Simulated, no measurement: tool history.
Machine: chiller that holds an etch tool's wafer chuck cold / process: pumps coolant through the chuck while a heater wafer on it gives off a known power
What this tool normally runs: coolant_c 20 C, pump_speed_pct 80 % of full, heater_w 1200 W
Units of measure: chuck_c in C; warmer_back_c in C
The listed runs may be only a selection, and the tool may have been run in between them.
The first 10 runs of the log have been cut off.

| run | day | coolant_c | pump_speed_pct | heater_w | hours since the coolant was changed and the channels were flushed | hours since the pump was overhauled | hours since the chiller's thermometer was calibrated | chuck_c | warmer_back_c |
|---|---|---|---|---|---|---|---|---|---|
| 11 | 11.433 | 21 | 80 | 1200 | 2194 | 1463 | 493 | 29.8 | 4.4 |
| 12 | 12.462 | 24 | 80 | 1200 | 2219 | 1488 | 518 | 32.8 | 4.37 |
| 13 | 13.617 | 24 | 80 | 1200 | 2247 | 1515 | 545 | 32.6 | 4.42 |
| 14 | 14.742 | 24 | 80 | 1200 | 2274 | 1542 | 572 | 32.7 | 4.43 |
| 15 | 15.562 | 20 | 80 | 1041 | 2294 | 1562 | 592 | 27.7 | 3.86 |
| 16 | 17.212 | 20 | 80 | 1041 | 2333 | 1602 | 632 | 27.5 | 3.77 |
| 17 | 18.825 | 20 | 80 | 1041 | 2372 | 1641 | 670 | 27.4 | 3.8 |
| 18 | 20.292 | 13 | 94 | 1090 | 2407 | 1676 | 706 | 19.9 | 3.47 |

Run 19 has not been measured yet. What should we expect?
| 19 | 21.821 | 26 | 77 | 632 | 2444 | 1712 | 742 | ? | ? |

{"run 19": {"chuck_c": 30.6, "warmer_back_c": 2.47}}
The same run, on a tool lacking any hidden state, would have yielded chuck_c 30.6 C, warmer_back_c 2.42 C.

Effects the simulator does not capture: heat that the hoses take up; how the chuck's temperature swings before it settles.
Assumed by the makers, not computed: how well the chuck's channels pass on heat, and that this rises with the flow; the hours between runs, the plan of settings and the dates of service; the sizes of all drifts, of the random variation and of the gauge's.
